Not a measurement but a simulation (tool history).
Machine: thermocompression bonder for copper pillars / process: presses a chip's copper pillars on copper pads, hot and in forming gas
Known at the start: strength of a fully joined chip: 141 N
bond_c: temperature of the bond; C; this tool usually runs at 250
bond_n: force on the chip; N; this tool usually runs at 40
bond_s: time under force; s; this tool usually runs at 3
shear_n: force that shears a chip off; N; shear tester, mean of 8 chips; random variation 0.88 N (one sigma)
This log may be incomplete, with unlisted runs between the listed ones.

run 1 hour=0 | bond_c=250 bond_n=40 bond_s=3 | shear_n=96.2
run 2 hour=61.9 | bond_c=250 bond_n=40 bond_s=3 | shear_n=93.8
run 3 hour=106.3 | bond_c=250 bond_n=40 bond_s=3 | shear_n=93
run 4 hour=136.9 | bond_c=250 bond_n=40 bond_s=3 | shear_n=94.2
run 5 hour=187.9 | bond_c=250 bond_n=40 bond_s=3 | shear_n=92
run 6 hour=229.5 | bond_c=250 bond_n=40 bond_s=3 | shear_n=92.2
run 7 hour=272.9 | bond_c=250 bond_n=40 bond_s=3 | shear_n=91.1
run 8 hour=312 | bond_c=250 bond_n=40 bond_s=3 | shear_n=90.8
run 9 hour=344.8 | bond_c=249 bond_n=40 bond_s=3 | shear_n=89.1
-- hour=361.8 forming gas filter changed
run 10 hour=389.7 | bond_c=250 bond_n=40 bond_s=3 | shear_n=98
run 11 hour=435.8 | bond_c=250 bond_n=40 bond_s=3 | shear_n=97.6
run 12 hour=505 | bond_c=250 bond_n=40 bond_s=4 | shear_n=101.8
run 13 hour=572.6 | bond_c=250 bond_n=31 bond_s=5 | shear_n=92.1
run 14 hour=631.9 | bond_c=250 bond_n=31 bond_s=5 | shear_n=92.7
run 15 hour=689.8 | bond_c=250 bond_n=25 bond_s=7 | shear_n=86.7
run 16 hour=741.3 | bond_c=250 bond_n=25 bond_s=7 | shear_n=84.4
run 17 hour=790.1 | bond_c=250 bond_n=40 bond_s=2 | shear_n=81.5
run 18 hour=823.2 | bond_c=271 bond_n=56 bond_s=6 | shear_n=128.5
run 19 hour=891.1 | bond_c=250 bond_n=27 bond_s=7 | shear_n=88.1
run 20 hour=953.7 | bond_c=250 bond_n=27 bond_s=7 | shear_n=88.3
-- hour=967.4 forming gas filter changed
run 21 hour=1007.6 | bond_c=255 bond_n=26 bond_s=6 | shear_n=91.2
-- hour=1024.8 force cell calibrated
run 22 hour=1059.4 | bond_c=255 bond_n=26 bond_s=6 | shear_n=87.3
run 23 hour=1120.6 | bond_c=231 bond_n=44 bond_s=6 | shear_n=92.3
run 24 hour=1175.4 | bond_c=231 bond_n=44 bond_s=6 | shear_n=92.3

Alternative continuations, all from the tool just after run 24; predict every row:
run A hour=1242.2 | bond_c=244 bond_n=26 bond_s=2 | shear_n=?
run B hour=1242.2 | bond_c=250 bond_n=40 bond_s=3 | shear_n=?
run C hour=1242.2 | bond_c=270 bond_n=47 bond_s=4 | shear_n=?
run D hour=1242.2 | bond_c=241 bond_n=25 bond_s=4 | shear_n=?

run=A shear_n=49.4
run=B shear_n=88.7
run=C shear_n=122.5
run=D shear_n=59.3
Without the tool's unlogged condition, the same runs would have read:
run=A shear_n=56.7
run=B shear_n=98.4
run=C shear_n=130.5
run=D shear_n=67.8
